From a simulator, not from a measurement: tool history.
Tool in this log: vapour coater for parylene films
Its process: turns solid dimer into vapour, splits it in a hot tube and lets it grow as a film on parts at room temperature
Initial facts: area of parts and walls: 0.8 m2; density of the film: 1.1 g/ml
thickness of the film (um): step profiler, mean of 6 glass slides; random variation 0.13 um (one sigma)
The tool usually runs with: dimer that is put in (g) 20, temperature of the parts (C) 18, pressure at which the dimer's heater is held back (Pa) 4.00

run,hour,dimer that is put in (g),temperature of the parts (C),pressure at which the dimer's heater is held back (Pa),thickness of the film (um)
1,0.0,20,18,4.00,17.00
2,14.3,20,27,4.00,10.89
3,22.6,11,18,4.00,9.33
4,31.9,11,18,4.00,9.45
5,46.9,11,18,4.00,9.42
6,62.1,20,18,4.00,17.14
7,74.6,26,18,4.00,22.21
8,86.5,26,18,4.00,22.21
9,96.1,20,18,5.04,16.03
10,103.6,20,18,5.04,16.09
11,114.0,20,18,5.04,16.23
12,120.4,20,18,5.04,15.92
13,132.4,20,18,5.04,16.10
14,147.4,16,13,4.00,17.29
15,158.5,27,28,7.37,11.95
16,166.7,20,14,6.56,18.32
17,173.4,14,14,11.23,11.39
18,180.9,10,18,2.30,9.70
19,192.5,10,23,2.66,7.27
20,206.4,10,27,4.00,5.42
21,214.7,10,18,5.37,7.91

Consider 4 possible next runs. They are alternatives, not a sequence: every one starts from the tool as it was left by run 21. What does each give?
A,223.7,24,18,5.37,?
B,223.7,8,22,4.00,?
C,223.7,8,22,4.00,?
D,223.7,28,17,3.61,?

run,thickness of the film (um)
A,18.95
B,5.55
C,5.56
D,25.24
Had the tool no hidden state, the same runs would have come out as:
run,thickness of the film (um)
A,18.99
B,5.56
C,5.57
D,25.29
